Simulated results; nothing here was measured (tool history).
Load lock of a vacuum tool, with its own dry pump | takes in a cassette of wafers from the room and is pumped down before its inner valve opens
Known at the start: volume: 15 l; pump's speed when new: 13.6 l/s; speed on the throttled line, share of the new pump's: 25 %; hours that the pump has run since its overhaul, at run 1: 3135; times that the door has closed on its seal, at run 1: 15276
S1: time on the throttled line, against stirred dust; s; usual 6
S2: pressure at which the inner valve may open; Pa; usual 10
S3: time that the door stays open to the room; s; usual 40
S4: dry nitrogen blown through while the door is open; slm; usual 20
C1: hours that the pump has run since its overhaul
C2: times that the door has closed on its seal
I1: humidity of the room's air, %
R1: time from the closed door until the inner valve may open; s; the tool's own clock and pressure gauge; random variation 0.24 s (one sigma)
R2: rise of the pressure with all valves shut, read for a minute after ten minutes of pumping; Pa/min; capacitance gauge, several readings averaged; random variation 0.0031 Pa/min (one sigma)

{"run": 1, "hour": 0.0, "S1": 6, "S2": 10, "S3": 40, "S4": 20, "C1": 3135, "C2": 15276, "I1": 45.8, "R1": 14.6, "R2": 0.069}
{"run": 2, "hour": 183.0, "S1": 6, "S2": 10, "S3": 40, "S4": 20, "C1": 3318, "C2": 15473, "I1": 46.4, "R1": 14.9, "R2": 0.072}
{"run": 3, "hour": 438.0, "S1": 6, "S2": 10, "S3": 52, "S4": 20, "C1": 3573, "C2": 15746, "I1": 48.2, "R1": 14.6, "R2": 0.082}
{"run": 4, "hour": 745.4, "S1": 6, "S2": 10, "S3": 52, "S4": 20, "C1": 3880, "C2": 16076, "I1": 44.5, "R1": 14.6, "R2": 0.084}
{"run": 5, "hour": 1130.5, "S1": 6, "S2": 10, "S3": 52, "S4": 20, "C1": 4265, "C2": 16490, "I1": 43.8, "R1": 14.7, "R2": 0.076}
{"run": 6, "hour": 1481.0, "S1": 6, "S2": 10, "S3": 40, "S4": 20, "C1": 4616, "C2": 16866, "I1": 46.3, "R1": 14.2, "R2": 0.074}
{"run": 7, "hour": 1725.4, "S1": 6, "S2": 10, "S3": 209, "S4": 10, "C1": 4860, "C2": 17128, "I1": 43.1, "R1": 14.8, "R2": 0.157}
{"run": 8, "hour": 2072.1, "S1": 6, "S2": 9, "S3": 52, "S4": 17, "C1": 5207, "C2": 17500, "I1": 43.4, "R1": 15.1, "R2": 0.076}
{"run": 9, "hour": 2292.4, "S1": 6, "S2": 9, "S3": 52, "S4": 17, "C1": 5427, "C2": 17737, "I1": 44.9, "R1": 14.5, "R2": 0.082}
{"run": 10, "hour": 2583.3, "S1": 6, "S2": 9, "S3": 52, "S4": 17, "C1": 5718, "C2": 18049, "I1": 41, "R1": 15.2, "R2": 0.074}
{"run": 11, "hour": 2776.9, "S1": 7, "S2": 13, "S3": 52, "S4": 17, "C1": 5912, "C2": 18257, "I1": 45.8, "R1": 15.4, "R2": 0.081}

Forecast each of these 5 alternatives for the next run:
{"run": "A", "hour": 3063.0, "S1": 4, "S2": 13, "S3": 52, "S4": 25, "C1": 6198, "C2": 18564, "I1": 46.9, "R1": "?", "R2": "?"}
{"run": "B", "hour": 3063.0, "S1": 6, "S2": 17, "S3": 40, "S4": 20, "C1": 6198, "C2": 18564, "I1": 48, "R1": "?", "R2": "?"}
{"run": "C", "hour": 3063.0, "S1": 5, "S2": 7, "S3": 70, "S4": 17, "C1": 6198, "C2": 18564, "I1": 47.3, "R1": "?", "R2": "?"}
{"run": "D", "hour": 3063.0, "S1": 6, "S2": 8, "S3": 208, "S4": 13, "C1": 6198, "C2": 18564, "I1": 45.8, "R1": "?", "R2": "?"}
{"run": "E", "hour": 3063.0, "S1": 4, "S2": 13, "S3": 52, "S4": 35, "C1": 6198, "C2": 18564, "I1": 46.8, "R1": "?", "R2": "?"}

run=A R1=12.7 R2=0.071
run=B R1=13.8 R2=0.074
run=C R1=14.6 R2=0.096
run=D R1=14.8 R2=0.155
run=E R1=13.3 R2=0.063
Without the tool's hidden state the same runs would have given:
run=A R1=12.7 R2=0.07
run=B R1=13.8 R2=0.074
run=C R1=14.6 R2=0.095
run=D R1=14.8 R2=0.155
run=E R1=13.3 R2=0.063
